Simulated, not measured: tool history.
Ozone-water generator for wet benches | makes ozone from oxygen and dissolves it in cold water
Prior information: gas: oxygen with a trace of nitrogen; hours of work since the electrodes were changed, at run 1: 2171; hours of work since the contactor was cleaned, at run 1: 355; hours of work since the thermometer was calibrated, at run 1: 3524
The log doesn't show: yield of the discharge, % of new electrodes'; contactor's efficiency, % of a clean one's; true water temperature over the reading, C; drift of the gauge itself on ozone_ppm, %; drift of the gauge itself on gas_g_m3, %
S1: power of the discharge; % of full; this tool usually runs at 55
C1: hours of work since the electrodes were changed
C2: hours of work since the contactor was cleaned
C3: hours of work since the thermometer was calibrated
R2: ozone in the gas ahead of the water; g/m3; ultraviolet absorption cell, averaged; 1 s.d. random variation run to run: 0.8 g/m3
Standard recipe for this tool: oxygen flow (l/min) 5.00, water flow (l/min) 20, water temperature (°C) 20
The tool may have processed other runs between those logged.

Run 1, hour 0.0: usual settings; C1 2171; C2 355; C3 3524. Result: dissolved ozone (ppm) 14.4, R2 124.5 g/m3.
At hour 60.0: water thermometer calibrated.
Run 2, hour 74.8: usual settings but S1 81 % of full; C1 2243; C2 427; C3 14. Result: dissolved ozone (ppm) 18.4, R2 158.9 g/m3.
Run 3, hour 158.7: usual settings but oxygen flow (l/min) 2.64; C1 2325; C2 508; C3 96. Result: dissolved ozone (ppm) 14.3, R2 182.3 g/m3.
Run 4, hour 254.1: usual settings but oxygen flow (l/min) 2.64; C1 2417; C2 601; C3 188. Result: dissolved ozone (ppm) 14.0, R2 178.6 g/m3.
Run 5, hour 354.7: usual settings but water temperature (°C) 15; C1 2515; C2 698; C3 286. Result: dissolved ozone (ppm) 15.8, R2 124.1 g/m3.
Run 6, hour 457.9: usual settings but water temperature (°C) 15; C1 2615; C2 798; C3 386. Result: dissolved ozone (ppm) 15.5, R2 125.5 g/m3.
Run 7, hour 538.4: usual settings but water temperature (°C) 15; C1 2693; C2 876; C3 464. Result: dissolved ozone (ppm) 15.7, R2 124.7 g/m3.
Run 8, hour 601.7: usual settings but water temperature (°C) 15; C1 2755; C2 938; C3 526. Result: dissolved ozone (ppm) 15.4, R2 125.9 g/m3.
Run 9, hour 696.7: usual settings but water flow (l/min) 26; C1 2847; C2 1030; C3 618. Result: dissolved ozone (ppm) 11.7, R2 125.0 g/m3.
Run 10, hour 770.7: usual settings; C1 2919; C2 1102; C3 689. Result: dissolved ozone (ppm) 14.5, R2 123.4 g/m3.
Run 11, hour 818.5: usual settings; C1 2965; C2 1148; C3 736. Result: dissolved ozone (ppm) 14.4, R2 125.7 g/m3.
Run 12, hour 892.8: usual settings; C1 3037; C2 1220; C3 808. Result: dissolved ozone (ppm) 14.5, R2 124.7 g/m3.
Run 13, hour 973.3: usual settings; C1 3115; C2 1298; C3 886. Result: dissolved ozone (ppm) 14.6, R2 124.1 g/m3.
Run 14, hour 1081.0: usual settings; C1 3220; C2 1403; C3 990. Result: dissolved ozone (ppm) 14.3, R2 124.8 g/m3.
Run 15, hour 1192.5: usual settings; C1 3328; C2 1511; C3 1099. Result: dissolved ozone (ppm) 14.4, R2 126.3 g/m3.
Run 16, hour 1270.0: usual settings; C1 3403; C2 1586; C3 1174. Result: dissolved ozone (ppm) 14.5, R2 124.4 g/m3.
Run 17, hour 1376.3: usual settings but S1 63 % of full, oxygen flow (l/min) 7.41; C1 3506; C2 1689; C3 1277. Result: dissolved ozone (ppm) 15.3, R2 108.9 g/m3.
Run 18, hour 1457.9: usual settings but S1 47 % of full; C1 3585; C2 1768; C3 1356. Result: dissolved ozone (ppm) 13.0, R2 114.7 g/m3.
Run 19, hour 1511.3: usual settings but S1 47 % of full, water flow (l/min) 14; C1 3637; C2 1820; C3 1408. Result: dissolved ozone (ppm) 16.7, R2 113.9 g/m3.
Run 20, hour 1580.4: usual settings but S1 47 % of full, water flow (l/min) 14; C1 3704; C2 1887; C3 1475. Result: dissolved ozone (ppm) 16.8, R2 114.1 g/m3.
Run 21, hour 1629.9: usual settings but S1 74 % of full, water temperature (°C) 24; C1 3752; C2 1935; C3 1523. Result: dissolved ozone (ppm) 16.2, R2 149.9 g/m3.
Run 22, hour 1730.5: usual settings but S1 96 % of full, oxygen flow (l/min) 4.05, water temperature (°C) 18; C1 3850; C2 2033; C3 1621. Result: dissolved ozone (ppm) 21.2, R2 195.2 g/m3.
Run 23, hour 1832.8: usual settings but S1 96 % of full, oxygen flow (l/min) 4.05, water flow (l/min) 29, water temperature (°C) 18; C1 3949; C2 2132; C3 1720. Result: dissolved ozone (ppm) 15.0, R2 197.8 g/m3.
Run 24, hour 1939.6: usual settings but S1 96 % of full, oxygen flow (l/min) 4.21, water flow (l/min) 29, water temperature (°C) 12; C1 4053; C2 2236; C3 1823. Result: dissolved ozone (ppm) 16.1, R2 192.5 g/m3.
Run 25, hour 2054.2: usual settings but S1 97 % of full, oxygen flow (l/min) 8.83, water flow (l/min) 12, water temperature (°C) 22; C1 4164; C2 2347; C3 1935. Result: dissolved ozone (ppm) 24.2, R2 127.9 g/m3.
Run 26, hour 2125.8: usual settings but oxygen flow (l/min) 2.57; C1 4233; C2 2416; C3 2004. Result: dissolved ozone (ppm) 13.9, R2 179.8 g/m3.
Run 27, hour 2178.0: usual settings but oxygen flow (l/min) 2.57; C1 4284; C2 2467; C3 2055. Result: dissolved ozone (ppm) 14.1, R2 182.8 g/m3.
Run 28, hour 2264.8: usual settings but oxygen flow (l/min) 2.57; C1 4368; C2 2551; C3 2139. Result: dissolved ozone (ppm) 14.0, R2 181.0 g/m3.
Run 29, hour 2336.1: usual settings but S1 68 % of full, oxygen flow (l/min) 5.27, water flow (l/min) 13, water temperature (°C) 24; C1 4437; C2 2620; C3 2208. Result: dissolved ozone (ppm) 20.2, R2 138.9 g/m3.
Run 30, hour 2410.7: usual settings but oxygen flow (l/min) 7.41, water flow (l/min) 15; C1 4510; C2 2693; C3 2281. Result: dissolved ozone (ppm) 16.5, R2 99.0 g/m3.
Run 31, hour 2500.2: usual settings but water flow (l/min) 15, water temperature (°C) 12; C1 4596; C2 2780; C3 2367. Result: dissolved ozone (ppm) 20.0, R2 124.9 g/m3.
Run 32, hour 2555.2: usual settings but S1 64 % of full, oxygen flow (l/min) 2.54, water flow (l/min) 23, water temperature (°C) 14; C1 4650; C2 2833; C3 2421. Result: dissolved ozone (ppm) 14.0, R2 202.4 g/m3.

Below are 4 alternative next runs, each starting from the tool's condition after run 32. Predict each:
Run A, hour 2616.1: usual settings but S1 90 % of full, water temperature (°C) 22; C1 4709; C2 2892; C3 2480. Result: dissolved ozone (ppm) ?, R2 ?.
Run B, hour 2616.1: usual settings but S1 92 % of full, oxygen flow (l/min) 2.54, water flow (l/min) 29, water temperature (°C) 17; C1 4709; C2 2892; C3 2480. Result: dissolved ozone (ppm) ?, R2 ?.
Run C, hour 2616.1: usual settings but oxygen flow (l/min) 3.25; C1 4709; C2 2892; C3 2480. Result: dissolved ozone (ppm) ?, R2 ?.
Run D, hour 2616.1: usual settings but S1 54 % of full, oxygen flow (l/min) 2.54, water flow (l/min) 17, water temperature (°C) 17; C1 4709; C2 2892; C3 2480. Result: dissolved ozone (ppm) ?, R2 ?.

run  dissolved ozone (ppm)     R2
  A                   19.1  168.7
  B                   13.8  251.7
  C                   14.3  159.7
  D                   16.2  182.1
Had the tool no hidden state, the same runs would have come out as:
run  dissolved ozone (ppm)     R2
  A                   19.1  169.0
  B                   13.8  252.1
  C                   14.3  159.9
  D                   16.3  182.4
